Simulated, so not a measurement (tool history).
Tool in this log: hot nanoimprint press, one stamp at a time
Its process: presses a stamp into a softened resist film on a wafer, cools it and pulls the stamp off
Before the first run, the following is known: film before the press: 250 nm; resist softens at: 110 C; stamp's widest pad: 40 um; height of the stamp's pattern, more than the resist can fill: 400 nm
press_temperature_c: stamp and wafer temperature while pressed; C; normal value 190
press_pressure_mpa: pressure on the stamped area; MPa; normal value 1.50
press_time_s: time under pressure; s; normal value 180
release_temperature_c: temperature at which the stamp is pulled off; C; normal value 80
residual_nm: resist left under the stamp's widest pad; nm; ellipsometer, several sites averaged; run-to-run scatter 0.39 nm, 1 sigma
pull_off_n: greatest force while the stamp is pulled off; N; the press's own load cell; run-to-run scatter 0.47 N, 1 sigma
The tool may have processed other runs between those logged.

run	hour	press_temperature_c	press_pressure_mpa	press_time_s	release_temperature_c	residual_nm	pull_off_n
1	0.0	190	1.50	180	80	87.7	95.9
# hour 24.0: press's hydraulic seals changed and the load cell set to zero
2	68.1	190	1.50	180	72	88.6	109.3
3	126.2	190	1.50	180	80	88.6	97.1
# hour 157.7: stamp cleaned and given a new release coat
4	166.2	190	1.50	180	80	88.3	97.5
5	202.3	190	1.50	180	80	87.4	96.5
6	250.8	192	1.50	180	80	81.1	98.1
7	301.5	190	1.50	180	80	87.9	96.7
# hour 319.3: stamp cleaned and given a new release coat
8	339.1	190	1.50	205	80	84.5	96.8
9	383.8	190	1.50	205	80	83.7	97.0
# hour 408.1: plate thermocouple calibrated
10	437.9	190	1.50	205	80	84.0	97.3
11	473.3	190	1.50	205	80	84.7	97.5
# hour 483.4: stamp cleaned and given a new release coat
12	536.5	190	1.50	205	80	83.9	96.9
13	579.6	190	1.50	205	80	84.2	97.1
14	624.1	190	1.50	205	80	83.5	97.3
# hour 644.1: stamp cleaned and given a new release coat
15	680.6	200	1.40	205	80	60.4	96.7
16	710.1	187	1.50	199	67	95.2	117.1
17	754.2	192	1.50	180	86	81.5	87.8
18	785.0	190	1.50	180	88	88.6	84.4
# hour 805.0: stamp cleaned and given a new release coat
19	839.7	190	1.50	180	88	87.6	84.1
20	867.2	190	1.50	180	88	87.3	84.5
21	902.3	195	1.50	139	80	81.1	97.4
22	951.5	195	1.50	139	80	80.2	96.7
# hour 967.8: stamp cleaned and given a new release coat
23	1000.7	200	1.50	180	80	61.0	97.0
24	1030.6	201	1.21	180	80	67.0	96.9

For run 25, what comes out?
25	1076.2	188	1.22	180	80	?	?

{"run 25": {"residual_nm": 106.3, "pull_off_n": 97.4}}
On a tool with no hidden condition, and with the same random variation, this run would have come out at residual_nm 106.1 nm, pull_off_n 97.2 N.

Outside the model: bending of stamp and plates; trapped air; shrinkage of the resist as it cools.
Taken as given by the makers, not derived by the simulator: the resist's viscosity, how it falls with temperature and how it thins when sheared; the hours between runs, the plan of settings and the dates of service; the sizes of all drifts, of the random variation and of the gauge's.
